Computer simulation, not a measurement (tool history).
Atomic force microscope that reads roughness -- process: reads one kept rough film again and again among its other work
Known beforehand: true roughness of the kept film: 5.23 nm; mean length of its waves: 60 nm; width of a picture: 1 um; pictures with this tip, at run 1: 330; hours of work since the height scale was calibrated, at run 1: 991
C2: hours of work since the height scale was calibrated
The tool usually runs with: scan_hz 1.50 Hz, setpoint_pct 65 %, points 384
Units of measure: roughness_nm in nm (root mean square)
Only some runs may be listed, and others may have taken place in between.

{"run": 1, "hour": 0.0, "scan_hz": 1.5, "setpoint_pct": 65, "points": 384, "pictures with this tip": 330, "C2": 991, "roughness_nm": 4.286}
{"hour": 35.3, "done": "new tip fitted"}
{"run": 2, "hour": 39.8, "scan_hz": 1.5, "setpoint_pct": 65, "points": 384, "pictures with this tip": 7, "C2": 1015, "roughness_nm": 4.54}
{"run": 3, "hour": 78.4, "scan_hz": 1.5, "setpoint_pct": 65, "points": 384, "pictures with this tip": 64, "C2": 1038, "roughness_nm": 4.475}
{"run": 4, "hour": 128.6, "scan_hz": 1.5, "setpoint_pct": 65, "points": 384, "pictures with this tip": 138, "C2": 1069, "roughness_nm": 4.455}
{"run": 5, "hour": 178.3, "scan_hz": 1.5, "setpoint_pct": 65, "points": 759, "pictures with this tip": 211, "C2": 1100, "roughness_nm": 4.407}
{"run": 6, "hour": 231.2, "scan_hz": 1.11, "setpoint_pct": 65, "points": 384, "pictures with this tip": 289, "C2": 1132, "roughness_nm": 4.418}
{"run": 7, "hour": 275.6, "scan_hz": 1.5, "setpoint_pct": 61, "points": 384, "pictures with this tip": 354, "C2": 1160, "roughness_nm": 4.345}
{"hour": 293.4, "done": "new tip fitted"}
{"run": 8, "hour": 313.0, "scan_hz": 1.5, "setpoint_pct": 61, "points": 384, "pictures with this tip": 29, "C2": 1182, "roughness_nm": 4.61}
{"run": 9, "hour": 362.9, "scan_hz": 3.56, "setpoint_pct": 65, "points": 384, "pictures with this tip": 102, "C2": 1213, "roughness_nm": 4.1}
{"run": 10, "hour": 415.6, "scan_hz": 1.5, "setpoint_pct": 65, "points": 384, "pictures with this tip": 180, "C2": 1245, "roughness_nm": 4.403}
{"run": 11, "hour": 456.2, "scan_hz": 1.5, "setpoint_pct": 65, "points": 384, "pictures with this tip": 240, "C2": 1270, "roughness_nm": 4.367}
{"run": 12, "hour": 481.7, "scan_hz": 1.5, "setpoint_pct": 65, "points": 384, "pictures with this tip": 277, "C2": 1286, "roughness_nm": 4.33}
{"run": 13, "hour": 531.3, "scan_hz": 1.5, "setpoint_pct": 65, "points": 384, "pictures with this tip": 350, "C2": 1317, "roughness_nm": 4.273}
{"hour": 555.7, "done": "new tip fitted"}
{"run": 14, "hour": 590.8, "scan_hz": 1.5, "setpoint_pct": 65, "points": 622, "pictures with this tip": 52, "C2": 1353, "roughness_nm": 4.514}
{"run": 15, "hour": 639.3, "scan_hz": 1.5, "setpoint_pct": 65, "points": 398, "pictures with this tip": 124, "C2": 1383, "roughness_nm": 4.41}
{"run": 16, "hour": 664.9, "scan_hz": 1.5, "setpoint_pct": 65, "points": 398, "pictures with this tip": 161, "C2": 1398, "roughness_nm": 4.396}
{"run": 17, "hour": 700.8, "scan_hz": 1.5, "setpoint_pct": 65, "points": 398, "pictures with this tip": 214, "C2": 1420, "roughness_nm": 4.356}
{"run": 18, "hour": 738.4, "scan_hz": 1.5, "setpoint_pct": 65, "points": 387, "pictures with this tip": 270, "C2": 1444, "roughness_nm": 4.316}
{"run": 19, "hour": 780.8, "scan_hz": 1.5, "setpoint_pct": 65, "points": 387, "pictures with this tip": 332, "C2": 1470, "roughness_nm": 4.288}
{"hour": 813.9, "done": "new tip fitted"}
{"run": 20, "hour": 819.6, "scan_hz": 1.5, "setpoint_pct": 65, "points": 384, "pictures with this tip": 9, "C2": 1493, "roughness_nm": 4.537}
{"run": 21, "hour": 853.3, "scan_hz": 1.5, "setpoint_pct": 65, "points": 384, "pictures with this tip": 58, "C2": 1514, "roughness_nm": 4.484}
{"run": 22, "hour": 886.9, "scan_hz": 1.5, "setpoint_pct": 65, "points": 384, "pictures with this tip": 108, "C2": 1535, "roughness_nm": 4.419}
{"run": 23, "hour": 936.6, "scan_hz": 1.5, "setpoint_pct": 65, "points": 384, "pictures with this tip": 181, "C2": 1565, "roughness_nm": 4.434}
{"run": 24, "hour": 987.2, "scan_hz": 3.5, "setpoint_pct": 65, "points": 384, "pictures with this tip": 255, "C2": 1596, "roughness_nm": 3.989}
{"run": 25, "hour": 1036.9, "scan_hz": 1.94, "setpoint_pct": 66, "points": 403, "pictures with this tip": 329, "C2": 1627, "roughness_nm": 4.18}
{"hour": 1073.3, "done": "new tip fitted"}
{"run": 26, "hour": 1081.7, "scan_hz": 1.94, "setpoint_pct": 69, "points": 403, "pictures with this tip": 13, "C2": 1654, "roughness_nm": 4.337}
{"run": 27, "hour": 1129.0, "scan_hz": 1.01, "setpoint_pct": 80, "points": 403, "pictures with this tip": 82, "C2": 1683, "roughness_nm": 4.335}
{"run": 28, "hour": 1164.5, "scan_hz": 1.1, "setpoint_pct": 80, "points": 267, "pictures with this tip": 135, "C2": 1705, "roughness_nm": 4.255}
{"run": 29, "hour": 1194.0, "scan_hz": 1.44, "setpoint_pct": 75, "points": 804, "pictures with this tip": 178, "C2": 1723, "roughness_nm": 4.21}
{"run": 30, "hour": 1231.5, "scan_hz": 1.44, "setpoint_pct": 75, "points": 804, "pictures with this tip": 233, "C2": 1746, "roughness_nm": 4.172}
{"run": 31, "hour": 1292.4, "scan_hz": 0.95, "setpoint_pct": 68, "points": 583, "pictures with this tip": 323, "C2": 1783, "roughness_nm": 4.375}
{"hour": 1334.7, "done": "new tip fitted"}
{"run": 32, "hour": 1339.9, "scan_hz": 0.95, "setpoint_pct": 68, "points": 583, "pictures with this tip": 8, "C2": 1812, "roughness_nm": 4.598}
{"run": 33, "hour": 1392.5, "scan_hz": 2.6, "setpoint_pct": 82, "points": 283, "pictures with this tip": 85, "C2": 1845, "roughness_nm": 3.604}
{"run": 34, "hour": 1454.0, "scan_hz": 0.63, "setpoint_pct": 82, "points": 360, "pictures with this tip": 176, "C2": 1882, "roughness_nm": 4.364}
{"run": 35, "hour": 1498.0, "scan_hz": 0.75, "setpoint_pct": 65, "points": 384, "pictures with this tip": 240, "C2": 1910, "roughness_nm": 4.49}
{"run": 36, "hour": 1523.4, "scan_hz": 2.25, "setpoint_pct": 79, "points": 293, "pictures with this tip": 278, "C2": 1925, "roughness_nm": 3.758}
{"run": 37, "hour": 1571.4, "scan_hz": 2.25, "setpoint_pct": 79, "points": 293, "pictures with this tip": 349, "C2": 1955, "roughness_nm": 3.69}
{"hour": 1593.1, "done": "new tip fitted"}
{"run": 38, "hour": 1598.5, "scan_hz": 2.8, "setpoint_pct": 76, "points": 812, "pictures with this tip": 8, "C2": 1971, "roughness_nm": 3.88}
{"run": 39, "hour": 1635.7, "scan_hz": 2.8, "setpoint_pct": 76, "points": 812, "pictures with this tip": 62, "C2": 1994, "roughness_nm": 3.829}
{"run": 40, "hour": 1678.4, "scan_hz": 1.06, "setpoint_pct": 76, "points": 812, "pictures with this tip": 125, "C2": 2020, "roughness_nm": 4.335}
{"hour": 1687.5, "done": "height scale calibrated on a step standard"}
{"run": 41, "hour": 1711.7, "scan_hz": 1.06, "setpoint_pct": 86, "points": 812, "pictures with this tip": 173, "C2": 15, "roughness_nm": 4.126}
{"run": 42, "hour": 1740.8, "scan_hz": 1.54, "setpoint_pct": 86, "points": 957, "pictures with this tip": 216, "C2": 33, "roughness_nm": 3.844}
{"run": 43, "hour": 1796.3, "scan_hz": 1.43, "setpoint_pct": 77, "points": 560, "pictures with this tip": 298, "C2": 67, "roughness_nm": 4.153}

The same runs without the tool's hidden state, with the same run-to-run variation:
Hidden conditions of the tool in this case: radius of the tip, nm; height scale over the true one, %; drift of the gauge itself on roughness_nm, %.
run=1 roughness_nm=4.573
run=2 roughness_nm=4.598
run=3 roughness_nm=4.576
run=4 roughness_nm=4.618
run=5 roughness_nm=4.627
run=6 roughness_nm=4.702
run=7 roughness_nm=4.674
run=8 roughness_nm=4.678
run=9 roughness_nm=4.212
run=10 roughness_nm=4.582
run=11 roughness_nm=4.595
run=12 roughness_nm=4.587
run=13 roughness_nm=4.584
run=14 roughness_nm=4.610
run=15 roughness_nm=4.561
run=16 roughness_nm=4.579
run=17 roughness_nm=4.581
run=18 roughness_nm=4.584
run=19 roughness_nm=4.598
run=20 roughness_nm=4.605
run=21 roughness_nm=4.590
run=22 roughness_nm=4.565
run=23 roughness_nm=4.639
run=24 roughness_nm=4.227
run=25 roughness_nm=4.486
run=26 roughness_nm=4.404
run=27 roughness_nm=4.455
run=28 roughness_nm=4.409
run=29 roughness_nm=4.393
run=30 roughness_nm=4.391
run=31 roughness_nm=4.671
run=32 roughness_nm=4.684
run=33 roughness_nm=3.724
run=34 roughness_nm=4.585
run=35 roughness_nm=4.771
run=36 roughness_nm=4.018
run=37 roughness_nm=3.991
run=38 roughness_nm=3.948
run=39 roughness_nm=3.938
run=40 roughness_nm=4.506
run=41 roughness_nm=4.262
run=42 roughness_nm=3.999
run=43 roughness_nm=4.381
